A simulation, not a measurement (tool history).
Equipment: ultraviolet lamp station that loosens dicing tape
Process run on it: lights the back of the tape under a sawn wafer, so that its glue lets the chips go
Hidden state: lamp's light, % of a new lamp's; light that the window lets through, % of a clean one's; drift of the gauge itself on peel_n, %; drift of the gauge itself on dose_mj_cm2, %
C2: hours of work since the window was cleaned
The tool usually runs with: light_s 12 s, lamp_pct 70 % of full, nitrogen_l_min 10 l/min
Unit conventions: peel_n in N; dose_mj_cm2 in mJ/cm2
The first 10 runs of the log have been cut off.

run 11 hour=310.4 | light_s=8 lamp_pct=70 nitrogen_l_min=10 | hours_of_work_of_the_lamp=222 C2=48 | peel_n=3.113 dose_mj_cm2=88
-- hour=322.5 window cleaned of glue's vapour, once more
run 12 hour=344.7 | light_s=8 lamp_pct=70 nitrogen_l_min=10 | hours_of_work_of_the_lamp=240 C2=12 | peel_n=2.567 dose_mj_cm2=105
run 13 hour=363.8 | light_s=12 lamp_pct=70 nitrogen_l_min=10 | hours_of_work_of_the_lamp=250 C2=22 | peel_n=1.253 dose_mj_cm2=158
run 14 hour=400.9 | light_s=12 lamp_pct=70 nitrogen_l_min=10 | hours_of_work_of_the_lamp=269 C2=41 | peel_n=1.287 dose_mj_cm2=154
run 15 hour=424.1 | light_s=12 lamp_pct=70 nitrogen_l_min=10 | hours_of_work_of_the_lamp=282 C2=53 | peel_n=1.335 dose_mj_cm2=151
run 16 hour=446.1 | light_s=12 lamp_pct=70 nitrogen_l_min=10 | hours_of_work_of_the_lamp=293 C2=65 | peel_n=1.332 dose_mj_cm2=154
run 17 hour=470 | light_s=7 lamp_pct=70 nitrogen_l_min=10 | hours_of_work_of_the_lamp=305 C2=77 | peel_n=3.264 dose_mj_cm2=90
run 18 hour=492.9 | light_s=7 lamp_pct=70 nitrogen_l_min=10 | hours_of_work_of_the_lamp=317 C2=89 | peel_n=3.447 dose_mj_cm2=88
run 19 hour=519 | light_s=13 lamp_pct=70 nitrogen_l_min=10 | hours_of_work_of_the_lamp=331 C2=103 | peel_n=1.267 dose_mj_cm2=158
run 20 hour=559.7 | light_s=12 lamp_pct=96 nitrogen_l_min=10 | hours_of_work_of_the_lamp=352 C2=124 | peel_n=0.788 dose_mj_cm2=193
run 21 hour=592.6 | light_s=12 lamp_pct=96 nitrogen_l_min=10 | hours_of_work_of_the_lamp=370 C2=141 | peel_n=0.822 dose_mj_cm2=192
run 22 hour=613.6 | light_s=19 lamp_pct=96 nitrogen_l_min=10 | hours_of_work_of_the_lamp=381 C2=152 | peel_n=0.321 dose_mj_cm2=298
run 23 hour=635.7 | light_s=19 lamp_pct=96 nitrogen_l_min=10 | hours_of_work_of_the_lamp=392 C2=164 | peel_n=0.317 dose_mj_cm2=299
run 24 hour=670.6 | light_s=19 lamp_pct=96 nitrogen_l_min=10 | hours_of_work_of_the_lamp=410 C2=182 | peel_n=0.33 dose_mj_cm2=293
run 25 hour=701.4 | light_s=19 lamp_pct=96 nitrogen_l_min=10 | hours_of_work_of_the_lamp=426 C2=198 | peel_n=0.343 dose_mj_cm2=289
run 26 hour=742.3 | light_s=21 lamp_pct=70 nitrogen_l_min=20 | hours_of_work_of_the_lamp=448 C2=219 | peel_n=0.405 dose_mj_cm2=231
run 27 hour=778.5 | light_s=21 lamp_pct=70 nitrogen_l_min=20 | hours_of_work_of_the_lamp=467 C2=238 | peel_n=0.421 dose_mj_cm2=223
run 28 hour=800.9 | light_s=21 lamp_pct=70 nitrogen_l_min=20 | hours_of_work_of_the_lamp=478 C2=250 | peel_n=0.42 dose_mj_cm2=221
run 29 hour=839.5 | light_s=7 lamp_pct=71 nitrogen_l_min=5 | hours_of_work_of_the_lamp=499 C2=270 | peel_n=4.984 dose_mj_cm2=73
run 30 hour=867.6 | light_s=7 lamp_pct=71 nitrogen_l_min=5 | hours_of_work_of_the_lamp=513 C2=285 | peel_n=4.856 dose_mj_cm2=74
run 31 hour=890.8 | light_s=14 lamp_pct=94 nitrogen_l_min=12 | hours_of_work_of_the_lamp=525 C2=297 | peel_n=0.757 dose_mj_cm2=189
run 32 hour=928 | light_s=14 lamp_pct=94 nitrogen_l_min=12 | hours_of_work_of_the_lamp=545 C2=316 | peel_n=0.791 dose_mj_cm2=185
-- hour=959.3 window cleaned of glue's vapour
run 33 hour=968.8 | light_s=12 lamp_pct=73 nitrogen_l_min=10 | hours_of_work_of_the_lamp=566 C2=5 | peel_n=1.6 dose_mj_cm2=142

Branching from run 33: 3 alternative next runs. What would each branch give?
run A hour=1012.7 | light_s=6 lamp_pct=83 nitrogen_l_min=7 | hours_of_work_of_the_lamp=589 C2=28 | peel_n=? dose_mj_cm2=?
run B hour=1012.7 | light_s=12 lamp_pct=86 nitrogen_l_min=10 | hours_of_work_of_the_lamp=589 C2=28 | peel_n=? dose_mj_cm2=?
run C hour=1012.7 | light_s=12 lamp_pct=94 nitrogen_l_min=10 | hours_of_work_of_the_lamp=589 C2=28 | peel_n=? dose_mj_cm2=?

run=A peel_n=4.188 dose_mj_cm2=77
run=B peel_n=1.252 dose_mj_cm2=158
run=C peel_n=1.014 dose_mj_cm2=176
Stripped of hidden state, with their random variation kept, the same runs would have yielded:
run=A peel_n=2.866 dose_mj_cm2=106
run=B peel_n=0.628 dose_mj_cm2=217
run=C peel_n=0.504 dose_mj_cm2=241
